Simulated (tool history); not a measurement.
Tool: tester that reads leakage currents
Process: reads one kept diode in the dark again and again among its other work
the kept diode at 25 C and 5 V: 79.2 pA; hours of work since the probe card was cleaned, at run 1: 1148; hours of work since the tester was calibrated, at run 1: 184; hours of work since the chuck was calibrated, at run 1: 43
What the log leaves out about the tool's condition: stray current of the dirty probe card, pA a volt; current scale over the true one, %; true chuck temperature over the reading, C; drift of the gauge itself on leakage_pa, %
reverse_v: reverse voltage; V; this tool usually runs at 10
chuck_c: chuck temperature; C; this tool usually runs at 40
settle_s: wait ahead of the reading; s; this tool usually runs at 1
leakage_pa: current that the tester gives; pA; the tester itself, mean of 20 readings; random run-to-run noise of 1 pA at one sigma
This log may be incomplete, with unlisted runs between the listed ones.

| run | hour | reverse_v | chuck_c | settle_s | hours of work since the probe card was cleaned | hours of work since the tester was calibrated | hours of work since the chuck was calibrated | leakage_pa |
|---|---|---|---|---|---|---|---|---|
| 1 | 0 | 10 | 40 | 1 | 1148 | 184 | 43 | 337.32 |
| 2 | 32.3 | 10 | 40 | 3.23 | 1165 | 200 | 60 | 334.93 |
| 3 | 53 | 10 | 40 | 3.23 | 1175 | 211 | 70 | 335.28 |
| 4 | 85.3 | 10 | 40 | 3.23 | 1192 | 227 | 87 | 334.58 |
| 5 | 107.4 | 10 | 40 | 3.23 | 1203 | 238 | 98 | 334.45 |
| 6 | 132.9 | 1.1 | 40 | 1 | 1216 | 251 | 111 | 166.41 |
| 7 | 159.9 | 1.1 | 40 | 1 | 1230 | 265 | 125 | 166.21 |
| 8 | 189.8 | 10 | 40 | 3.95 | 1245 | 280 | 140 | 332.47 |
| 9 | 216.3 | 10 | 40 | 1 | 1258 | 294 | 154 | 336.11 |
| 10 | 236.5 | 10 | 40 | 1 | 1269 | 304 | 164 | 336.16 |
| 11 | 269.4 | 7.4 | 40 | 1 | 1285 | 321 | 181 | 304.6 |
| 12 | 291.2 | 7.4 | 40 | 1 | 1296 | 332 | 192 | 302.89 |
| 13 | 316.7 | 7.4 | 40 | 1 | 1309 | 345 | 205 | 303.64 |
| 14 | 337.3 | 7.4 | 40 | 1 | 1320 | 355 | 215 | 304.46 |
| 15 | 366.4 | 7.4 | 40 | 1 | 1335 | 370 | 230 | 304.55 |
| 16 | 397.2 | 10 | 40 | 2.47 | 1350 | 386 | 246 | 331.88 |
| 17 | 428.5 | 10 | 40 | 2.47 | 1366 | 402 | 262 | 332.35 |
| 18 | 454.6 | 10 | 40 | 2.47 | 1380 | 415 | 275 | 332.67 |
| 19 | 468.6 | 10 | 40 | 2.47 | 1387 | 422 | 282 | 332.53 |
| 20 | 487 | 10 | 40 | 2.47 | 1396 | 431 | 291 | 330.5 |
| 21 | 506 | 10 | 40 | 2.47 | 1406 | 441 | 301 | 331.69 |
| 22 | 532.5 | 10 | 50 | 1.58 | 1419 | 455 | 314 | 689.39 |
| 23 | 563.3 | 3.2 | 40 | 0.69 | 1435 | 470 | 330 | 231.54 |
| 24 | 591.6 | 1.4 | 40 | 1 | 1449 | 485 | 345 | 178.05 |
| 25 | 607.6 | 1.5 | 29 | 1.49 | 1457 | 493 | 353 | 76.41 |
| 26 | 633.5 | 10 | 27 | 2.48 | 1471 | 506 | 366 | 122.84 |
| 27 | 652.5 | 10 | 21 | 6.79 | 1480 | 516 | 376 | 75.92 |
| 28 | 668.2 | 10 | 21 | 6.79 | 1488 | 524 | 384 | 75.64 |
| 29 | 690 | 1.3 | 23 | 0.46 | 1499 | 535 | 395 | 45.35 |
| 30 | 710.9 | 7 | 26 | 5.77 | 1510 | 545 | 405 | 99.36 |
| 31 | 744.4 | 7 | 26 | 5.77 | 1527 | 562 | 422 | 99.01 |
| 32 | 775 | 10 | 48 | 0.74 | 1543 | 578 | 438 | 597.98 |
| 33 | 800.7 | 10.5 | 40 | 0.42 | 1556 | 591 | 451 | 343.83 |
| 34 | 816.7 | 6.9 | 50 | 1.52 | 1564 | 599 | 459 | 609.03 |
| 35 | 846.4 | 6.9 | 22 | 3.62 | 1579 | 614 | 474 | 71.76 |

Expected results for the next run?
| 36 | 865.7 | 8.4 | 29 | 6.29 | 1589 | 624 | 484 | ? |

leakage_pa: 133.32 pA
Take away the tool's hidden state, keep the run-to-run variation as it was, and the same run would have given leakage_pa 130.27 pA.
